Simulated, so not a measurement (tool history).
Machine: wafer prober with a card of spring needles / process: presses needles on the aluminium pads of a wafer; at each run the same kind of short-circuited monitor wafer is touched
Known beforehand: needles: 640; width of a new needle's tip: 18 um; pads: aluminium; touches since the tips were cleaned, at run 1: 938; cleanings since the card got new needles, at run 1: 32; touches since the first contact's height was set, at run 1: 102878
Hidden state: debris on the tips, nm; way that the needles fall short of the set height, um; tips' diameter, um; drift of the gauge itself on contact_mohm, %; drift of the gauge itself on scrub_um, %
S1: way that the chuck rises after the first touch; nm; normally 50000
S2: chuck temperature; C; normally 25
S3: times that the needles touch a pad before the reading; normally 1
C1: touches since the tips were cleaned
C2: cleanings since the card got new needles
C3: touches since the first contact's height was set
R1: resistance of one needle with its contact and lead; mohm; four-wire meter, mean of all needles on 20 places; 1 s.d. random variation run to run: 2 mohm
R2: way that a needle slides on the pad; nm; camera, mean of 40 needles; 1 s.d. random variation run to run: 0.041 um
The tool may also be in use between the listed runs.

run 1 hour=0 | S1=50000 S2=25 S3=1 | C1=938 C2=32 C3=102878 | R1=267 R2=7710
-- hour=3 tips cleaned on abrasive film
-- hour=7 tips cleaned on abrasive film
-- hour=12 tips cleaned on abrasive film
-- hour=16.9 tips cleaned on abrasive film
-- hour=21.9 tips cleaned on abrasive film
-- hour=26.9 tips cleaned on abrasive film
-- hour=30.8 tips cleaned on abrasive film
-- hour=35.8 tips cleaned on abrasive film
-- hour=40.8 tips cleaned on abrasive film
-- hour=45.7 tips cleaned on abrasive film
-- hour=50.7 tips cleaned on abrasive film
-- hour=54.7 tips cleaned on abrasive film
run 2 hour=55.1 | S1=68000 S2=25 S3=1 | C1=263 C2=44 C3=140520 | R1=224 R2=10480
-- hour=59.1 tips cleaned on abrasive film
-- hour=64 tips cleaned on abrasive film
-- hour=69 tips cleaned on abrasive film
-- hour=73 tips cleaned on abrasive film
-- hour=77.9 tips cleaned on abrasive film
-- hour=82.9 tips cleaned on abrasive film
-- hour=87.9 tips cleaned on abrasive film
-- hour=92.8 tips cleaned on abrasive film
-- hour=97.8 tips cleaned on abrasive film
-- hour=102.7 tips cleaned on abrasive film
-- hour=105 height of the first contact set anew
-- hour=107 tips cleaned on abrasive film
run 3 hour=109.1 | S1=68000 S2=25 S3=1 | C1=1419 C2=55 C3=2779 | R1=251 R2=9890
-- hour=111.1 tips cleaned on abrasive film
-- hour=116.1 tips cleaned on abrasive film
-- hour=121 tips cleaned on abrasive film
-- hour=126 tips cleaned on abrasive film
-- hour=130 tips cleaned on abrasive film
-- hour=134.9 tips cleaned on abrasive film
-- hour=139.9 tips cleaned on abrasive film
-- hour=143.9 tips cleaned on abrasive film
-- hour=148.9 tips cleaned on abrasive film
-- hour=153.8 tips cleaned on abrasive film
run 4 hour=156.2 | S1=68000 S2=25 S3=1 | C1=1658 C2=65 C3=35021 | R1=270 R2=9780
-- hour=158.2 tips cleaned on abrasive film
-- hour=162.2 tips cleaned on abrasive film
-- hour=166.2 tips cleaned on abrasive film
-- hour=171.2 tips cleaned on abrasive film
-- hour=175.2 tips cleaned on abrasive film
-- hour=180.1 tips cleaned on abrasive film
run 5 hour=180.8 | S1=68000 S2=25 S3=1 | C1=492 C2=71 C3=51822 | R1=232 R2=9720
-- hour=184.8 tips cleaned on abrasive film
-- hour=189.8 tips cleaned on abrasive film
-- hour=193.8 tips cleaned on abrasive film
-- hour=198.7 tips cleaned on abrasive film
-- hour=203.7 tips cleaned on abrasive film
run 6 hour=206.8 | S1=68000 S2=25 S3=1 | C1=2164 C2=76 C3=69617 | R1=277 R2=9680
-- hour=207.9 tips cleaned on abrasive film
-- hour=212.8 tips cleaned on abrasive film
-- hour=216.8 tips cleaned on abrasive film
-- hour=221.8 tips cleaned on abrasive film
-- hour=225.8 tips cleaned on abrasive film
-- hour=230.7 tips cleaned on abrasive film
-- hour=234.7 tips cleaned on abrasive film
-- hour=239.7 tips cleaned on abrasive film
run 7 hour=241.6 | S1=50000 S2=25 S3=1 | C1=1312 C2=84 C3=93355 | R1=314 R2=6580
-- hour=244.6 tips cleaned on abrasive film
-- hour=248.6 tips cleaned on abrasive film
-- hour=253.5 tips cleaned on abrasive film
-- hour=258.5 tips cleaned on abrasive film
-- hour=263.5 tips cleaned on abrasive film
-- hour=264.7 height of the first contact set anew, once more
-- hour=268.7 tips cleaned on abrasive film
-- hour=272.7 tips cleaned on abrasive film
-- hour=277.7 tips cleaned on abrasive film
-- hour=281.7 tips cleaned on abrasive film
-- hour=286.6 tips cleaned on abrasive film
-- hour=290.6 tips cleaned on abrasive film
-- hour=294.6 tips cleaned on abrasive film
run 8 hour=298.1 | S1=50000 S2=25 S3=1 | C1=2417 C2=96 C3=22805 | R1=320 R2=8110
-- hour=299.1 tips cleaned on abrasive film
-- hour=304.1 tips cleaned on abrasive film
-- hour=309.1 tips cleaned on abrasive film
-- hour=313.1 tips cleaned on abrasive film
-- hour=318 tips cleaned on abrasive film
-- hour=322 tips cleaned on abrasive film
-- hour=327 tips cleaned on abrasive film
run 9 hour=328.9 | S1=50000 S2=25 S3=1 | C1=1358 C2=103 C3=43872 | R1=285 R2=8010
-- hour=331.9 tips cleaned on abrasive film
-- hour=336.9 tips cleaned on abrasive film
-- hour=341.9 tips cleaned on abrasive film
-- hour=346.8 tips cleaned on abrasive film
-- hour=351.8 tips cleaned on abrasive film
run 10 hour=352 | S1=50000 S2=25 S3=1 | C1=163 C2=108 C3=59666 | R1=233 R2=7950
-- hour=356 tips cleaned on abrasive film
-- hour=360 tips cleaned on abrasive film
-- hour=365 tips cleaned on abrasive film
-- hour=369.9 tips cleaned on abrasive film
-- hour=374.9 tips cleaned on abrasive film
-- hour=379.8 tips cleaned on abrasive film
-- hour=383.8 tips cleaned on abrasive film
run 11 hour=385.9 | S1=50000 S2=25 S3=1 | C1=1472 C2=115 C3=82886 | R1=295 R2=7770
-- hour=388 tips cleaned on abrasive film
-- hour=392.9 tips cleaned on abrasive film
-- hour=397.9 tips cleaned on abrasive film
-- hour=401.9 tips cleaned on abrasive film
-- hour=406.9 tips cleaned on abrasive film
-- hour=410.9 tips cleaned on abrasive film
-- hour=414.8 tips cleaned on abrasive film
-- hour=419.8 tips cleaned on abrasive film
run 12 hour=422.6 | S1=50000 S2=25 S3=1 | C1=1980 C2=123 C3=107974 | R1=325 R2=7710
-- hour=424.7 tips cleaned on abrasive film
-- hour=428.7 tips cleaned on abrasive film
-- hour=432.7 tips cleaned on abrasive film
-- hour=437.6 tips cleaned on abrasive film
-- hour=442.6 tips cleaned on abrasive film
-- hour=447.5 tips cleaned on abrasive film
-- hour=451.5 tips cleaned on abrasive film
run 13 hour=451.8 | S1=50000 S2=25 S3=1 | C1=162 C2=130 C3=127844 | R1=232 R2=7600
-- hour=455.8 tips cleaned on abrasive film
-- hour=460.7 tips cleaned on abrasive film
-- hour=465.7 tips cleaned on abrasive film
-- hour=469.7 tips cleaned on abrasive film
-- hour=473.7 tips cleaned on abrasive film
-- hour=478.6 tips cleaned on abrasive film
-- hour=483.6 tips cleaned on abrasive film
-- hour=488.2 tips cleaned on abrasive film
run 14 hour=488.2 | S1=51000 S2=34 S3=3 | C1=0 C2=138 C3=152719 | R1=221 R2=7730
-- hour=493.1 tips cleaned on abrasive film
-- hour=497.1 tips cleaned on abrasive film
-- hour=502.1 tips cleaned on abrasive film
-- hour=507 tips cleaned on abrasive film
-- hour=512 tips cleaned on abrasive film
-- hour=517 tips cleaned on abrasive film
-- hour=520.2 height of the first contact set anew
-- hour=522.2 tips cleaned on abrasive film
-- hour=527.2 tips cleaned on abrasive film
-- hour=532.1 tips cleaned on abrasive film
run 15 hour=533.3 | S1=56000 S2=50 S3=3 | C1=822 C2=147 C3=8977 | R1=233 R2=9150
-- hour=536.3 tips cleaned on abrasive film
-- hour=540.3 tips cleaned on abrasive film
-- hour=545.3 tips cleaned on abrasive film
-- hour=549.3 tips cleaned on abrasive film
-- hour=554.2 tips cleaned on abrasive film
-- hour=558.2 tips cleaned on abrasive film
-- hour=563.2 tips cleaned on abrasive film
-- hour=567.2 tips cleaned on abrasive film
-- hour=572.2 tips cleaned on abrasive film
-- hour=576.1 tips cleaned on abrasive film
-- hour=581.1 tips cleaned on abrasive film
run 16 hour=582.5 | S1=56000 S2=50 S3=3 | C1=996 C2=158 C3=42594 | R1=240 R2=8960
-- hour=585.5 tips cleaned on abrasive film
-- hour=589.5 tips cleaned on abrasive film
-- hour=594.5 tips cleaned on abrasive film
-- hour=598.5 tips cleaned on abrasive film
-- hour=603.5 tips cleaned on abrasive film
-- hour=607.4 tips cleaned on abrasive film
run 17 hour=610.4 | S1=56000 S2=50 S3=3 | C1=2055 C2=164 C3=61640 | R1=252 R2=8990
-- hour=611.5 tips cleaned on abrasive film
-- hour=615.4 tips cleaned on abrasive film
-- hour=620.4 tips cleaned on abrasive film
-- hour=624.4 tips cleaned on abrasive film
-- hour=629.4 tips cleaned on abrasive film
-- hour=634.3 tips cleaned on abrasive film
-- hour=639.3 tips cleaned on abrasive film
-- hour=643.6 tips cleaned on abrasive film
run 18 hour=643.6 | S1=51000 S2=69 S3=1 | C1=0 C2=172 C3=84325 | R1=234 R2=8020
-- hour=648.6 tips cleaned on abrasive film
-- hour=652.6 tips cleaned on abrasive film
-- hour=657.6 tips cleaned on abrasive film
-- hour=662.5 tips cleaned on abrasive film
-- hour=667.5 tips cleaned on abrasive film
-- hour=672.4 tips cleaned on abrasive film
-- hour=677.4 tips cleaned on abrasive film
-- hour=681.4 tips cleaned on abrasive film
-- hour=685.4 tips cleaned on abrasive film
run 19 hour=687.6 | S1=38000 S2=69 S3=2 | C1=1556 C2=181 C3=114424 | R1=338 R2=5730

What if the next run were any one of these 3? Each begins from the tool's condition after run 19:
-- hour=689.7 tips cleaned on abrasive film
-- hour=694.6 tips cleaned on abrasive film
-- hour=699.6 tips cleaned on abrasive film
-- hour=704.5 tips cleaned on abrasive film
-- hour=709.5 tips cleaned on abrasive film
-- hour=714.5 tips cleaned on abrasive film
-- hour=718.5 tips cleaned on abrasive film
-- hour=723.4 tips cleaned on abrasive film
-- hour=727.4 tips cleaned on abrasive film
-- hour=732.4 tips cleaned on abrasive film
-- hour=736.4 tips cleaned on abrasive film
run A hour=736.4 | S1=31000 S2=53 S3=1 | C1=0 C2=192 C3=147736 | R1=? R2=?
-- hour=689.7 tips cleaned on abrasive film
-- hour=694.6 tips cleaned on abrasive film
-- hour=699.6 tips cleaned on abrasive film
-- hour=704.5 tips cleaned on abrasive film
-- hour=709.5 tips cleaned on abrasive film
-- hour=714.5 tips cleaned on abrasive film
-- hour=718.5 tips cleaned on abrasive film
-- hour=723.4 tips cleaned on abrasive film
-- hour=727.4 tips cleaned on abrasive film
-- hour=732.4 tips cleaned on abrasive film
-- hour=736.4 tips cleaned on abrasive film
run B hour=736.4 | S1=50000 S2=25 S3=2 | C1=0 C2=192 C3=147736 | R1=? R2=?
-- hour=689.7 tips cleaned on abrasive film
-- hour=694.6 tips cleaned on abrasive film
-- hour=699.6 tips cleaned on abrasive film
-- hour=704.5 tips cleaned on abrasive film
-- hour=709.5 tips cleaned on abrasive film
-- hour=714.5 tips cleaned on abrasive film
-- hour=718.5 tips cleaned on abrasive film
-- hour=723.4 tips cleaned on abrasive film
-- hour=727.4 tips cleaned on abrasive film
-- hour=732.4 tips cleaned on abrasive film
-- hour=736.4 tips cleaned on abrasive film
run C hour=736.4 | S1=50000 S2=48 S3=1 | C1=0 C2=192 C3=147736 | R1=? R2=?

run=A R1=272 R2=4450
run=B R1=227 R2=7580
run=C R1=236 R2=7580
What these runs would have given with no unlogged condition in the tool:
run=A R1=228 R2=5110
run=B R1=214 R2=8250
run=C R1=219 R2=8240
